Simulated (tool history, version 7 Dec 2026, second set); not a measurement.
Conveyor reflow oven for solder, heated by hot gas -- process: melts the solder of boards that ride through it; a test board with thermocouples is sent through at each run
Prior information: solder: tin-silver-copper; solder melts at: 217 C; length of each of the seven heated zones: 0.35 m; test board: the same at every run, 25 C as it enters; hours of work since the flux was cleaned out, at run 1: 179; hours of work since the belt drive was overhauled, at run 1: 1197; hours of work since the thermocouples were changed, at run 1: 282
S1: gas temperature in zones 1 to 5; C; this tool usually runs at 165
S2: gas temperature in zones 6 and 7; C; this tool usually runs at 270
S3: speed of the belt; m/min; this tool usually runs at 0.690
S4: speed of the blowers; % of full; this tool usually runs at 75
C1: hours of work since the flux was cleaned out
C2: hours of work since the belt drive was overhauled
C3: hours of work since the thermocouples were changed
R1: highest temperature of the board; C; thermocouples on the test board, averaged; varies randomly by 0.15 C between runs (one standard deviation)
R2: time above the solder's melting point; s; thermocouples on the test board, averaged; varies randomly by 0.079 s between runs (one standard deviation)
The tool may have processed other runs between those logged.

{"run": 1, "hour": 0.0, "S1": 165, "S2": 270, "S3": 0.69, "S4": 75, "C1": 179, "C2": 1197, "C3": 282, "R1": 254.3, "R2": 46.15}
{"run": 2, "hour": 62.4, "S1": 165, "S2": 270, "S3": 0.69, "S4": 75, "C1": 215, "C2": 1233, "C3": 319, "R1": 254.3, "R2": 46.09}
{"hour": 75.5, "done": "flux residue cleaned out of gas plates and filters"}
{"run": 3, "hour": 119.2, "S1": 165, "S2": 259, "S3": 0.69, "S4": 75, "C1": 25, "C2": 1263, "C3": 348, "R1": 245.7, "R2": 41.47}
{"run": 4, "hour": 152.5, "S1": 165, "S2": 270, "S3": 0.579, "S4": 75, "C1": 45, "C2": 1282, "C3": 368, "R1": 260.3, "R2": 60.05}
{"run": 5, "hour": 196.8, "S1": 165, "S2": 270, "S3": 0.579, "S4": 75, "C1": 70, "C2": 1308, "C3": 393, "R1": 259.7, "R2": 60.0}
{"run": 6, "hour": 246.0, "S1": 165, "S2": 270, "S3": 0.579, "S4": 75, "C1": 99, "C2": 1336, "C3": 422, "R1": 259.9, "R2": 59.98}
{"run": 7, "hour": 306.2, "S1": 165, "S2": 270, "S3": 0.685, "S4": 75, "C1": 133, "C2": 1371, "C3": 457, "R1": 254.7, "R2": 46.98}
{"run": 8, "hour": 362.5, "S1": 165, "S2": 270, "S3": 0.685, "S4": 75, "C1": 166, "C2": 1404, "C3": 489, "R1": 254.8, "R2": 47.01}
{"hour": 387.5, "done": "belt drive overhauled, speed set with a stopwatch"}
{"run": 9, "hour": 400.1, "S1": 165, "S2": 270, "S3": 0.69, "S4": 75, "C1": 185, "C2": 7, "C3": 509, "R1": 253.2, "R2": 43.67}
{"run": 10, "hour": 435.5, "S1": 165, "S2": 270, "S3": 0.69, "S4": 75, "C1": 206, "C2": 28, "C3": 529, "R1": 252.8, "R2": 43.57}
{"hour": 464.6, "done": "flux residue cleaned out of gas plates and filters"}
{"run": 11, "hour": 472.5, "S1": 165, "S2": 270, "S3": 0.69, "S4": 75, "C1": 5, "C2": 46, "C3": 547, "R1": 254.7, "R2": 44.98}
{"run": 12, "hour": 534.6, "S1": 165, "S2": 270, "S3": 0.69, "S4": 75, "C1": 40, "C2": 82, "C3": 583, "R1": 254.1, "R2": 44.93}
{"run": 13, "hour": 571.1, "S1": 165, "S2": 270, "S3": 0.69, "S4": 75, "C1": 62, "C2": 103, "C3": 604, "R1": 253.9, "R2": 44.66}
{"run": 14, "hour": 625.7, "S1": 165, "S2": 270, "S3": 0.69, "S4": 75, "C1": 93, "C2": 135, "C3": 636, "R1": 254.0, "R2": 44.6}
{"run": 15, "hour": 666.1, "S1": 165, "S2": 270, "S3": 0.69, "S4": 75, "C1": 116, "C2": 158, "C3": 659, "R1": 253.4, "R2": 44.61}
{"run": 16, "hour": 728.4, "S1": 165, "S2": 270, "S3": 0.655, "S4": 75, "C1": 152, "C2": 194, "C3": 695, "R1": 255.0, "R2": 47.88}
{"run": 17, "hour": 775.1, "S1": 165, "S2": 281, "S3": 0.655, "S4": 55, "C1": 179, "C2": 221, "C3": 722, "R1": 258.4, "R2": 48.82}
{"run": 18, "hour": 810.3, "S1": 165, "S2": 281, "S3": 0.655, "S4": 55, "C1": 200, "C2": 241, "C3": 743, "R1": 258.4, "R2": 48.7}
{"hour": 851.6, "done": "flux residue cleaned out of gas plates and filters"}
{"run": 19, "hour": 875.8, "S1": 164, "S2": 279, "S3": 0.655, "S4": 55, "C1": 14, "C2": 276, "C3": 778, "R1": 257.8, "R2": 48.39}
{"run": 20, "hour": 920.1, "S1": 162, "S2": 274, "S3": 0.69, "S4": 75, "C1": 40, "C2": 302, "C3": 803, "R1": 257.3, "R2": 45.84}
{"run": 21, "hour": 972.4, "S1": 151, "S2": 280, "S3": 0.564, "S4": 87, "C1": 70, "C2": 332, "C3": 834, "R1": 269.5, "R2": 61.55}
{"run": 22, "hour": 1038.1, "S1": 151, "S2": 269, "S3": 0.564, "S4": 87, "C1": 108, "C2": 370, "C3": 872, "R1": 258.8, "R2": 56.72}
{"run": 23, "hour": 1071.1, "S1": 151, "S2": 269, "S3": 0.564, "S4": 87, "C1": 127, "C2": 389, "C3": 891, "R1": 258.6, "R2": 56.66}
{"run": 24, "hour": 1103.7, "S1": 151, "S2": 269, "S3": 0.564, "S4": 87, "C1": 146, "C2": 408, "C3": 909, "R1": 258.4, "R2": 56.65}
{"run": 25, "hour": 1131.8, "S1": 153, "S2": 269, "S3": 0.653, "S4": 87, "C1": 162, "C2": 424, "C3": 926, "R1": 254.6, "R2": 46.19}
{"run": 26, "hour": 1173.1, "S1": 153, "S2": 269, "S3": 0.653, "S4": 87, "C1": 186, "C2": 448, "C3": 950, "R1": 254.2, "R2": 45.94}
{"run": 27, "hour": 1206.3, "S1": 153, "S2": 259, "S3": 0.691, "S4": 87, "C1": 205, "C2": 468, "C3": 969, "R1": 243.4, "R2": 36.49}
{"hour": 1236.7, "done": "flux residue cleaned out of gas plates and filters"}
{"run": 28, "hour": 1260.3, "S1": 153, "S2": 259, "S3": 0.691, "S4": 87, "C1": 14, "C2": 496, "C3": 997, "R1": 244.9, "R2": 38.29}
{"run": 29, "hour": 1319.2, "S1": 161, "S2": 259, "S3": 0.69, "S4": 52, "C1": 48, "C2": 530, "C3": 1031, "R1": 236.3, "R2": 29.82}

Branching from run 29: 3 alternative next runs. What would each branch give?
{"run": "A", "hour": 1351.5, "S1": 161, "S2": 276, "S3": 0.661, "S4": 73, "C1": 66, "C2": 549, "C3": 1050, "R1": "?", "R2": "?"}
{"run": "B", "hour": 1351.5, "S1": 159, "S2": 282, "S3": 0.742, "S4": 75, "C1": 66, "C2": 549, "C3": 1050, "R1": "?", "R2": "?"}
{"run": "C", "hour": 1351.5, "S1": 161, "S2": 259, "S3": 0.65, "S4": 52, "C1": 66, "C2": 549, "C3": 1050, "R1": "?", "R2": "?"}

run=A R1=259.5 R2=49.29
run=B R1=260.9 R2=43.48
run=C R1=238.2 R2=34.38
Take away the tool's hidden state, keep each run's random variation, and the runs would have read:
run=A R1=261.5 R2=49.53
run=B R1=262.9 R2=43.72
run=C R1=240.0 R2=35.42
